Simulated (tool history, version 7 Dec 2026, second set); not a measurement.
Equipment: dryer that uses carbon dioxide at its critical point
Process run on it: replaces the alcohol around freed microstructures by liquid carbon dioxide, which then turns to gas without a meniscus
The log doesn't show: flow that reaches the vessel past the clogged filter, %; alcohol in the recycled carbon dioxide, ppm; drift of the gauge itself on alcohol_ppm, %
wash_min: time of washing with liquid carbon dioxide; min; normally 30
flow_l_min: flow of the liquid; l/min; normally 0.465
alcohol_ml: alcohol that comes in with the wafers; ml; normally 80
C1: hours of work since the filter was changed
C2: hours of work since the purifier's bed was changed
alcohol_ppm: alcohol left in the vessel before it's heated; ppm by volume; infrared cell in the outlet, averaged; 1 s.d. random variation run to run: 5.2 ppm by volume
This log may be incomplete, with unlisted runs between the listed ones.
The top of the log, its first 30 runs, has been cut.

Run 31, hour 448.7: usual settings but wash_min 20 min, alcohol_ml 87 ml; C1 185; C2 404. Result: alcohol_ppm 1124 ppm by volume.
Run 32, hour 468.6: usual settings but wash_min 19 min, flow_l_min 0.755 l/min, alcohol_ml 39 ml; C1 193; C2 413. Result: alcohol_ppm 111 ppm by volume.
Run 33, hour 486.5: usual settings but wash_min 22 min, flow_l_min 0.509 l/min; C1 201; C2 420. Result: alcohol_ppm 508 ppm by volume.
Run 34, hour 498.8: usual settings but wash_min 19 min, flow_l_min 0.609 l/min, alcohol_ml 71 ml; C1 206; C2 425. Result: alcohol_ppm 395 ppm by volume.
Run 35, hour 508.2: usual settings but wash_min 19 min, flow_l_min 0.292 l/min, alcohol_ml 104 ml; C1 210; C2 429. Result: alcohol_ppm 6055 ppm by volume.
Run 36, hour 524.4: usual settings but wash_min 19 min, flow_l_min 0.292 l/min, alcohol_ml 104 ml; C1 216; C2 436. Result: alcohol_ppm 6073 ppm by volume.
Run 37, hour 539.2: usual settings but wash_min 43 min, flow_l_min 0.482 l/min, alcohol_ml 27 ml; C1 222; C2 442. Result: alcohol_ppm 53 ppm by volume.
Run 38, hour 559.4: usual settings but wash_min 26 min, flow_l_min 0.434 l/min, alcohol_ml 73 ml; C1 231; C2 450. Result: alcohol_ppm 481 ppm by volume.
Run 39, hour 577.5: usual settings but wash_min 26 min, flow_l_min 0.511 l/min, alcohol_ml 94 ml; C1 238; C2 457. Result: alcohol_ppm 304 ppm by volume.
At hour 587.2: inlet filter changed.
Run 40, hour 600.3: usual settings but wash_min 26 min, flow_l_min 0.511 l/min, alcohol_ml 94 ml; C1 5; C2 466. Result: alcohol_ppm 203 ppm by volume.
Run 41, hour 611.1: usual settings but wash_min 41 min, flow_l_min 0.291 l/min, alcohol_ml 25 ml; C1 10; C2 471. Result: alcohol_ppm 134 ppm by volume.
Run 42, hour 631.4: usual settings but wash_min 41 min, flow_l_min 0.291 l/min, alcohol_ml 25 ml; C1 18; C2 479. Result: alcohol_ppm 131 ppm by volume.
Run 43, hour 640.4: usual settings but wash_min 47 min, flow_l_min 0.524 l/min, alcohol_ml 25 ml; C1 22; C2 483. Result: alcohol_ppm 55 ppm by volume.
Run 44, hour 659.6: usual settings but wash_min 47 min, flow_l_min 0.524 l/min, alcohol_ml 25 ml; C1 30; C2 491. Result: alcohol_ppm 53 ppm by volume.
Run 45, hour 681.0: usual settings but wash_min 47 min, flow_l_min 0.524 l/min, alcohol_ml 25 ml; C1 39; C2 500. Result: alcohol_ppm 56 ppm by volume.
Run 46, hour 698.9: usual settings but flow_l_min 0.708 l/min; C1 46; C2 507. Result: alcohol_ppm 64 ppm by volume.

Alternative continuations, all from the tool just after run 46; predict every row:
Run A, hour 710.4: usual settings but alcohol_ml 24 ml; C1 51; C2 512. Result: alcohol_ppm ?.
Run B, hour 710.4: usual settings but wash_min 22 min, flow_l_min 0.708 l/min, alcohol_ml 51 ml; C1 51; C2 512. Result: alcohol_ppm ?.
Run C, hour 710.4: usual settings but wash_min 36 min, flow_l_min 0.708 l/min; C1 51; C2 512. Result: alcohol_ppm ?.
Run D, hour 710.4: usual settings but wash_min 43 min, flow_l_min 0.681 l/min, alcohol_ml 73 ml; C1 51; C2 512. Result: alcohol_ppm ?.

run  alcohol_ppm
  A           90
  B           92
  C           61
  D           55
Had the tool no hidden state, the same runs would have come out as:
run  alcohol_ppm
  A           38
  B           37
  C           12
  D            6

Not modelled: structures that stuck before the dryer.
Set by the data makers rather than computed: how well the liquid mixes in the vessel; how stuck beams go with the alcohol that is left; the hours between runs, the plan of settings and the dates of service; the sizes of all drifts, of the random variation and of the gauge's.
